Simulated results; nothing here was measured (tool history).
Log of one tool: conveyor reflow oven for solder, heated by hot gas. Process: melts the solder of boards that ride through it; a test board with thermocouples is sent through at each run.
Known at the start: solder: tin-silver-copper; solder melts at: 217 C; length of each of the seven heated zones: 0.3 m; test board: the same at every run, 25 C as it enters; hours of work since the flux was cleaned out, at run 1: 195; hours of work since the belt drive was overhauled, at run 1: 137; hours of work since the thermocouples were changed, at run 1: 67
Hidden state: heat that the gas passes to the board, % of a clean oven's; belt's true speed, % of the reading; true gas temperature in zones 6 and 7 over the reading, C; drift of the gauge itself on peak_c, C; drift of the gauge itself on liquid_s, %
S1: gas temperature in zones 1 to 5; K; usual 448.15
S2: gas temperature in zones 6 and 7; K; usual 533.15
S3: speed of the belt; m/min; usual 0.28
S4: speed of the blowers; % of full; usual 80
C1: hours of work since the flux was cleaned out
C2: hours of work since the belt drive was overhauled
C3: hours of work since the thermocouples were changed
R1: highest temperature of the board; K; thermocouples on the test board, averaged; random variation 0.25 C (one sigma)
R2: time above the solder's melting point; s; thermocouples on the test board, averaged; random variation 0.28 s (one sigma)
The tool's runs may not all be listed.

run    hour      S1      S2     S3  S4   C1    C2   C3      R1     R2
  1       0  448.15  533.15   0.28  80  195   137   67  524.25  100.5
  2    79.4  448.15  533.15   0.28  54  247   189  119  519.25   89.1
  3   139.7  462.15  533.15   0.28  80  287   229  158  525.55  110.2
  4   199.9  462.15  533.15  0.277  80  326   268  197  525.25  111.8
  5   279.2  448.15  539.15   0.28  80  378   320  249  529.35  104.8
      354.3  -- flux residue cleaned out of gas plates and filters
  6   360.9  448.15  533.15   0.28  80    4   370  299  524.65  101.5
  7   420.9  448.15  533.15   0.28  80   44   409  339  524.25  100.6
  8     456  448.15  533.15   0.28  80   66   432  361  523.95  100.2
  9   530.7  448.15  533.15   0.28  80  115   481  410  523.95  100.1
 10   597.3  448.15  533.15   0.28  80  159   525  454  523.45   99.4
 11   662.5  448.15  533.15   0.28  80  201   567  496  522.85   99.5
 12     739  448.15  533.15   0.28  80  251   617  546  522.75   99.2
 13   814.1  448.15  533.15   0.28  80  301   666  596  522.65   99.4
 14   850.9  448.15  533.15   0.28  80  325   690  620  522.75   99.2
 15   899.3  448.15  533.15   0.28  80  356   722  651  522.55   98.7
 16   966.1  448.15  533.15   0.28  80  400   766  695  521.95   98.5
     1006.2  -- flux residue cleaned out of gas plates and filters
 17  1006.2  448.15  533.15   0.28  80    0   789  718  522.95   99.9
 18  1084.8  448.15  533.15   0.28  82   51   840  769  522.75  100.2
     1090.5  -- thermocouples of zones 6 and 7 changed
 19  1156.8  450.15  533.15   0.28  75   97   886   43  524.55  102.1
 20  1222.9  450.15  533.15   0.28  75  140   929   87  524.25  101.8
 21  1265.6  448.15  529.15  0.336  89  168   957  114  519.05   76.9
 22  1319.9  458.15  526.15  0.325  63  204   992  150  512.85   74.9
 23  1401.9  448.15  533.15   0.28  85  257  1046  204  524.95  102.7
 24  1442.4  433.15  533.15   0.28  68  284  1072  230  520.45     86
 25  1493.2  460.15  533.15   0.28  51  317  1105  263  519.85  100.7
     1572.8  -- belt drive overhauled, speed set with a stopwatch
 26  1572.8  460.15  525.15   0.28  61  366     0  313  514.05   92.3
 27  1651.6  438.15  525.15  0.252  61  418    52  364  513.45   86.5
     1664.5  -- flux residue cleaned out of gas plates and filters
 28  1716.4  449.15  531.15  0.323  53   34    91  403  511.35   65.2
 29  1791.4  449.15  531.15  0.323  53   83   140  452  511.65   64.7
 30  1851.1  449.15  538.15  0.258  63  122   179  491  526.55  111.1
 31  1902.7  449.15  538.15  0.258  63  156   212  525  526.95  110.4

Forecast each of these 3 alternatives for the next run:
  A  1980.8  448.15  538.15  0.258  63  207  263  576   ?   ?
  B  1980.8  450.15  530.15   0.28  56  207  263  576   ?   ?
  C  1980.8  449.15  542.15  0.258  63  207  263  576   ?   ?

run      R1     R2
  A  526.45  110.1
  B  515.95   86.6
  C  529.85    115
Without the tool's hidden state the same runs would have given:
run      R1     R2
  A  528.55    112
  B  517.95   89.4
  C  532.05  116.7
